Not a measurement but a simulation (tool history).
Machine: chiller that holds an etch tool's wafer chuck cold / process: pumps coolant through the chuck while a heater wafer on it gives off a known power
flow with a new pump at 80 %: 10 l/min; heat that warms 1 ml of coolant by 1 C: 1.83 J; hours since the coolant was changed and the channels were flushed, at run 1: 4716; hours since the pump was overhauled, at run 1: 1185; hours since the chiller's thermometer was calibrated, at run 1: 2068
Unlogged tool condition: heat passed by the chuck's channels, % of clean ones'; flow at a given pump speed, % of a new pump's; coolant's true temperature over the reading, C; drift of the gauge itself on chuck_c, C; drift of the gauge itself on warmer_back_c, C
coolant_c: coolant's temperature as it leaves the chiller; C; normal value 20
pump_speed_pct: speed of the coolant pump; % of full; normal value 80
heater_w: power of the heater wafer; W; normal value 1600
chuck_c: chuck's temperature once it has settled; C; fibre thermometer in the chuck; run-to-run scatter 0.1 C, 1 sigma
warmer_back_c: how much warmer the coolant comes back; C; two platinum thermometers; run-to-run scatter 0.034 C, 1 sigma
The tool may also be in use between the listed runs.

| run | day | coolant_c | pump_speed_pct | heater_w | hours since the coolant was changed and the channels were flushed | hours since the pump was overhauled | hours since the chiller's thermometer was calibrated | chuck_c | warmer_back_c |
|---|---|---|---|---|---|---|---|---|---|
| 1 | 0 | 20 | 80 | 1600 | 4716 | 1185 | 2068 | 30.8 | 5.26 |
| 2 | 4.462 | 20 | 80 | 1600 | 4823 | 1293 | 2175 | 31 | 5.22 |
| 3 | 10.862 | 20 | 80 | 1600 | 4977 | 1446 | 2329 | 31 | 5.28 |
| 4 | 16.162 | 20 | 80 | 1600 | 5104 | 1573 | 2456 | 31 | 5.22 |
| 5 | 21.679 | 16 | 80 | 1600 | 5236 | 1706 | 2588 | 26.9 | 5.21 |
| 6 | 28.692 | 16 | 80 | 1600 | 5405 | 1874 | 2757 | 27.1 | 5.25 |
|  | 29.846 | chiller's thermometer calibrated |
| 7 | 36.262 | 20 | 80 | 2301 | 5585 | 2055 | 154 | 35.8 | 7.54 |
| 8 | 43.796 | 20 | 80 | 1600 | 5766 | 2236 | 335 | 31 | 5.25 |
|  | 51.075 | coolant changed, channels flushed |
| 9 | 52.379 | 18 | 80 | 1600 | 31 | 2436 | 535 | 28.6 | 5.27 |
| 10 | 60.654 | 18 | 80 | 1600 | 230 | 2634 | 733 | 28.9 | 5.26 |
| 11 | 68.271 | 18 | 80 | 1600 | 413 | 2817 | 916 | 28.9 | 5.21 |
| 12 | 73.054 | 20 | 64 | 1600 | 528 | 2932 | 1031 | 33.1 | 6.67 |
| 13 | 82.038 | 20 | 64 | 1600 | 743 | 3147 | 1247 | 33.2 | 6.72 |
| 14 | 88.95 | 20 | 64 | 1600 | 909 | 3313 | 1413 | 33 | 6.72 |
| 15 | 92.971 | 20 | 64 | 1600 | 1006 | 3410 | 1509 | 33.2 | 6.71 |
| 16 | 99.462 | 20 | 64 | 1600 | 1161 | 3566 | 1665 | 33 | 6.64 |
| 17 | 107.483 | 20 | 61 | 1600 | 1354 | 3758 | 1857 | 33.8 | 7.07 |
| 18 | 115.508 | 19 | 84 | 2381 | 1546 | 3951 | 2050 | 34.6 | 7.47 |
| 19 | 121.733 | 22 | 65 | 2381 | 1696 | 4100 | 2199 | 41.4 | 9.83 |
| 20 | 127.192 | 24 | 87 | 1085 | 1827 | 4231 | 2330 | 30.9 | 3.3 |
| 21 | 132.767 | 25 | 64 | 1600 | 1961 | 4365 | 2464 | 38.1 | 6.7 |
| 22 | 141.158 | 28 | 93 | 1600 | 2162 | 4566 | 2666 | 37.7 | 4.48 |
|  | 146.2 | chiller's thermometer calibrated |
| 23 | 150.021 | 28 | 80 | 1600 | 2374 | 4778 | 92 | 39 | 5.26 |
| 24 | 155.242 | 19 | 66 | 1051 | 2499 | 4903 | 217 | 27.4 | 4.25 |
| 25 | 163.029 | 19 | 66 | 1051 | 2686 | 5090 | 404 | 27.3 | 4.27 |
| 26 | 168.025 | 20 | 91 | 2097 | 2806 | 5210 | 524 | 32.9 | 6.01 |
| 27 | 173.575 | 20 | 91 | 2097 | 2939 | 5343 | 657 | 32.8 | 6.03 |
| 28 | 182.338 | 20 | 90 | 1139 | 3149 | 5554 | 867 | 27 | 3.26 |
| 29 | 188.908 | 12 | 95 | 1139 | 3307 | 5711 | 1025 | 18.6 | 3.07 |
| 30 | 196.546 | 20 | 71 | 1600 | 3490 | 5895 | 1208 | 32.2 | 5.97 |
| 31 | 205.238 | 20 | 71 | 1600 | 3699 | 6103 | 1417 | 32 | 5.96 |
| 32 | 211.788 | 24 | 80 | 1600 | 3856 | 6260 | 1574 | 35 | 5.26 |

3 options for the next run, each taken on its own from the tool as it stands now. Forecast them:
| A | 219.95 | 22 | 90 | 922 | 4052 | 6456 | 1770 | ? | ? |
| B | 219.95 | 20 | 62 | 1600 | 4052 | 6456 | 1770 | ? | ? |
| C | 219.95 | 17 | 80 | 1600 | 4052 | 6456 | 1770 | ? | ? |

| run | chuck_c | warmer_back_c |
|---|---|---|
| A | 27.6 | 2.66 |
| B | 33.5 | 6.91 |
| C | 28 | 5.26 |
Take away the tool's hidden state, keep each run's random variation, and the runs would have read:
| run | chuck_c | warmer_back_c |
|---|---|---|
| A | 27.6 | 2.66 |
| B | 33.5 | 6.9 |
| C | 28 | 5.25 |
